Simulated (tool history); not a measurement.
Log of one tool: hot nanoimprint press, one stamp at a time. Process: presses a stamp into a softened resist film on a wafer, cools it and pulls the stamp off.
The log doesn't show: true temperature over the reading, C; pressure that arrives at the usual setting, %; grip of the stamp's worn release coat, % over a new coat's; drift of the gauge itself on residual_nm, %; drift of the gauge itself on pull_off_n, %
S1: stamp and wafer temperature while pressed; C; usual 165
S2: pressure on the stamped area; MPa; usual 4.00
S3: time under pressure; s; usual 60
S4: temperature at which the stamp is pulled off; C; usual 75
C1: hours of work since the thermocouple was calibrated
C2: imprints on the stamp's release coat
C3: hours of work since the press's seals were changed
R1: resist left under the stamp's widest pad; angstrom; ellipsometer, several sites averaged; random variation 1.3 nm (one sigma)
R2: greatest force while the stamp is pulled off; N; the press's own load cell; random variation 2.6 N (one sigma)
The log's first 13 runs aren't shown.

run,hour,S1,S2,S3,S4,C1,C2,C3,R1,R2
14,770.6,170,4.00,60,75,334,1174,923,1641,129
15,809.1,165,4.00,60,75,357,1309,947,2011,128
# hour 825.7: stamp cleaned and given a new release coat
16,883.9,165,4.00,38,75,399,205,989,2373,125
17,971.2,172,4.00,57,67,452,512,1042,1561,138
18,1042.8,156,2.44,115,78,496,764,1085,2777,122
19,1092.7,156,2.44,115,78,527,940,1116,2774,117
# hour 1126.6: press's hydraulic seals changed and the load cell set to zero
20,1173.0,168,4.00,75,75,571,1194,28,1627,122
# hour 1181.9: plate thermocouple calibrated
# hour 1227.2: stamp cleaned and given a new release coat
21,1245.5,165,3.07,45,83,35,64,67,2463,106
22,1291.5,168,5.64,60,75,63,226,95,1512,120
23,1369.8,165,4.00,107,75,111,502,143,1647,121
24,1412.5,165,4.00,107,75,137,652,169,1650,125
25,1493.7,165,4.00,67,63,186,938,218,1945,148
26,1575.5,165,4.00,113,75,236,1226,268,1582,122
# hour 1620.0: stamp cleaned and given a new release coat
27,1630.1,165,4.00,113,75,266,36,298,1589,125
28,1712.3,164,4.00,60,76,316,325,348,2109,119
29,1766.5,164,4.00,60,76,349,516,381,2115,123
30,1824.3,164,4.00,60,76,384,720,416,2092,124
31,1872.9,165,3.52,51,75,414,891,446,2251,127

3 ways to go on from here, each from the tool as it stands after run 31. What would each give?
A,1934.4,165,4.00,60,82,451,1107,483,?,?
B,1934.4,173,3.52,51,75,451,1107,483,?,?
C,1934.4,169,3.52,32,76,451,1107,483,?,?

run,R1,R2
A,2000,112
B,1673,122
C,2237,122
Without the tool's hidden state the same runs would have given:
run,R1,R2
A,2004,111
B,1676,122
C,2241,121
